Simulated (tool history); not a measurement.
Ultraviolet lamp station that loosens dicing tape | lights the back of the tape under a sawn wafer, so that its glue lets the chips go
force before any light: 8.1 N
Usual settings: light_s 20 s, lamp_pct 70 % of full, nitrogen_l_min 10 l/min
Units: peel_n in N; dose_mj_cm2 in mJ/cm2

run 1 hour=0 | light_s=20 lamp_pct=70 nitrogen_l_min=10 | peel_n=1.147 dose_mj_cm2=360
run 2 hour=9.6 | light_s=36 lamp_pct=70 nitrogen_l_min=10 | peel_n=0.361 dose_mj_cm2=648
run 3 hour=19.7 | light_s=36 lamp_pct=70 nitrogen_l_min=10 | peel_n=0.344 dose_mj_cm2=644
run 4 hour=27.5 | light_s=36 lamp_pct=70 nitrogen_l_min=10 | peel_n=0.353 dose_mj_cm2=637
run 5 hour=33.8 | light_s=36 lamp_pct=70 nitrogen_l_min=10 | peel_n=0.368 dose_mj_cm2=635
run 6 hour=39.8 | light_s=20 lamp_pct=70 nitrogen_l_min=10 | peel_n=1.202 dose_mj_cm2=349
run 7 hour=49.9 | light_s=20 lamp_pct=70 nitrogen_l_min=10 | peel_n=1.241 dose_mj_cm2=352
run 8 hour=62.1 | light_s=24 lamp_pct=79 nitrogen_l_min=10 | peel_n=0.682 dose_mj_cm2=471
run 9 hour=71.6 | light_s=24 lamp_pct=79 nitrogen_l_min=10 | peel_n=0.703 dose_mj_cm2=465
run 10 hour=82 | light_s=24 lamp_pct=79 nitrogen_l_min=10 | peel_n=0.748 dose_mj_cm2=462
run 11 hour=93.6 | light_s=20 lamp_pct=70 nitrogen_l_min=16 | peel_n=0.98 dose_mj_cm2=338
run 12 hour=99.6 | light_s=35 lamp_pct=69 nitrogen_l_min=3 | peel_n=1.235 dose_mj_cm2=580
run 13 hour=106.2 | light_s=35 lamp_pct=69 nitrogen_l_min=3 | peel_n=1.274 dose_mj_cm2=578

Forecast each of these 5 alternatives for the next run:
run A hour=113.8 | light_s=15 lamp_pct=93 nitrogen_l_min=8 | peel_n=? dose_mj_cm2=?
run B hour=113.8 | light_s=26 lamp_pct=70 nitrogen_l_min=4 | peel_n=? dose_mj_cm2=?
run C hour=113.8 | light_s=20 lamp_pct=96 nitrogen_l_min=14 | peel_n=? dose_mj_cm2=?
run D hour=113.8 | light_s=27 lamp_pct=60 nitrogen_l_min=5 | peel_n=? dose_mj_cm2=?
run E hour=113.8 | light_s=35 lamp_pct=66 nitrogen_l_min=4 | peel_n=? dose_mj_cm2=?

run=A peel_n=1.57 dose_mj_cm2=340
run=B peel_n=1.729 dose_mj_cm2=435
run=C peel_n=0.562 dose_mj_cm2=455
run=D peel_n=1.745 dose_mj_cm2=387
run=E peel_n=1.12 dose_mj_cm2=555
Without the tool's hidden state the same runs would have given:
run=A peel_n=1.122 dose_mj_cm2=415
run=B peel_n=1.245 dose_mj_cm2=531
run=C peel_n=0.362 dose_mj_cm2=556
run=D peel_n=1.266 dose_mj_cm2=472
run=E peel_n=0.759 dose_mj_cm2=677

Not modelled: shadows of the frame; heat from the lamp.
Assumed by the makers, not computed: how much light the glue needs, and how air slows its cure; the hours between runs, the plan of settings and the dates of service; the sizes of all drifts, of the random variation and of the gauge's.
